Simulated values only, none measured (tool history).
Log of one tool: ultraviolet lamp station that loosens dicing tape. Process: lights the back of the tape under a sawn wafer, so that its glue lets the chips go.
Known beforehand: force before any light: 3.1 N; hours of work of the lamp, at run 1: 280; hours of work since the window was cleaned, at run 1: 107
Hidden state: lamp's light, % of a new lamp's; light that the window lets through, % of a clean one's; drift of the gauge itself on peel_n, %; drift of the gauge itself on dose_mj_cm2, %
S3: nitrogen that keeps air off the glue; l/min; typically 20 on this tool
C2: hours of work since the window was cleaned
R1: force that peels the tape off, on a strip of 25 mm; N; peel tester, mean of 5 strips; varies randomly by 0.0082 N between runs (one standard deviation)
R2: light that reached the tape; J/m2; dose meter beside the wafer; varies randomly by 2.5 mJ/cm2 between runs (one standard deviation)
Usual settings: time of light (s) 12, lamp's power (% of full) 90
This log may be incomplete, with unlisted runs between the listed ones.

{"run": 1, "hour": 0.0, "time of light (s)": 12, "lamp's power (% of full)": 90, "S3": 20, "hours of work of the lamp": 280, "C2": 107, "R1": 0.344, "R2": 2880}
{"run": 2, "hour": 26.4, "time of light (s)": 12, "lamp's power (% of full)": 90, "S3": 20, "hours of work of the lamp": 295, "C2": 122, "R1": 0.36, "R2": 2890}
{"run": 3, "hour": 48.7, "time of light (s)": 12, "lamp's power (% of full)": 93, "S3": 20, "hours of work of the lamp": 308, "C2": 134, "R1": 0.333, "R2": 2880}
{"run": 4, "hour": 81.2, "time of light (s)": 12, "lamp's power (% of full)": 93, "S3": 20, "hours of work of the lamp": 326, "C2": 153, "R1": 0.345, "R2": 2870}
{"run": 5, "hour": 109.8, "time of light (s)": 12, "lamp's power (% of full)": 90, "S3": 20, "hours of work of the lamp": 342, "C2": 169, "R1": 0.367, "R2": 2780}
{"run": 6, "hour": 141.6, "time of light (s)": 12, "lamp's power (% of full)": 90, "S3": 20, "hours of work of the lamp": 360, "C2": 187, "R1": 0.37, "R2": 2750}
{"run": 7, "hour": 166.9, "time of light (s)": 12, "lamp's power (% of full)": 90, "S3": 33, "hours of work of the lamp": 374, "C2": 201, "R1": 0.342, "R2": 2700}
{"run": 8, "hour": 192.7, "time of light (s)": 12, "lamp's power (% of full)": 90, "S3": 20, "hours of work of the lamp": 389, "C2": 216, "R1": 0.379, "R2": 2740}
{"run": 9, "hour": 221.8, "time of light (s)": 12, "lamp's power (% of full)": 90, "S3": 20, "hours of work of the lamp": 405, "C2": 232, "R1": 0.368, "R2": 2650}
{"run": 10, "hour": 249.8, "time of light (s)": 12, "lamp's power (% of full)": 90, "S3": 6, "hours of work of the lamp": 421, "C2": 248, "R1": 0.576, "R2": 2670}
{"run": 11, "hour": 278.1, "time of light (s)": 12, "lamp's power (% of full)": 90, "S3": 6, "hours of work of the lamp": 437, "C2": 264, "R1": 0.603, "R2": 2670}
{"run": 12, "hour": 304.0, "time of light (s)": 12, "lamp's power (% of full)": 90, "S3": 6, "hours of work of the lamp": 452, "C2": 278, "R1": 0.591, "R2": 2600}
{"hour": 306.3, "done": "window cleaned of glue's vapour"}
{"run": 13, "hour": 334.9, "time of light (s)": 7, "lamp's power (% of full)": 90, "S3": 14, "hours of work of the lamp": 469, "C2": 16, "R1": 0.907, "R2": 1460}
{"run": 14, "hour": 349.4, "time of light (s)": 6, "lamp's power (% of full)": 90, "S3": 24, "hours of work of the lamp": 477, "C2": 24, "R1": 0.957, "R2": 1280}
{"hour": 374.0, "done": "window cleaned of glue's vapour, once more"}
{"run": 15, "hour": 382.3, "time of light (s)": 10, "lamp's power (% of full)": 80, "S3": 21, "hours of work of the lamp": 495, "C2": 5, "R1": 0.521, "R2": 2110}
{"run": 16, "hour": 400.1, "time of light (s)": 15, "lamp's power (% of full)": 75, "S3": 21, "hours of work of the lamp": 506, "C2": 15, "R1": 0.329, "R2": 2940}
{"run": 17, "hour": 415.0, "time of light (s)": 24, "lamp's power (% of full)": 83, "S3": 30, "hours of work of the lamp": 514, "C2": 23, "R1": 0.218, "R2": 5370}

Run 18 has not been measured yet. What should we expect?
{"run": 18, "hour": 429.8, "time of light (s)": 24, "lamp's power (% of full)": 83, "S3": 30, "hours of work of the lamp": 522, "C2": 32, "R1": "?", "R2": "?"}

{"run 18": {"R1": 0.224, "R2": 5250}}
Take away the tool's hidden state, keep the run-to-run variation as it was, and the same run would have given R1 0.221 N, R2 5700 J/m2.

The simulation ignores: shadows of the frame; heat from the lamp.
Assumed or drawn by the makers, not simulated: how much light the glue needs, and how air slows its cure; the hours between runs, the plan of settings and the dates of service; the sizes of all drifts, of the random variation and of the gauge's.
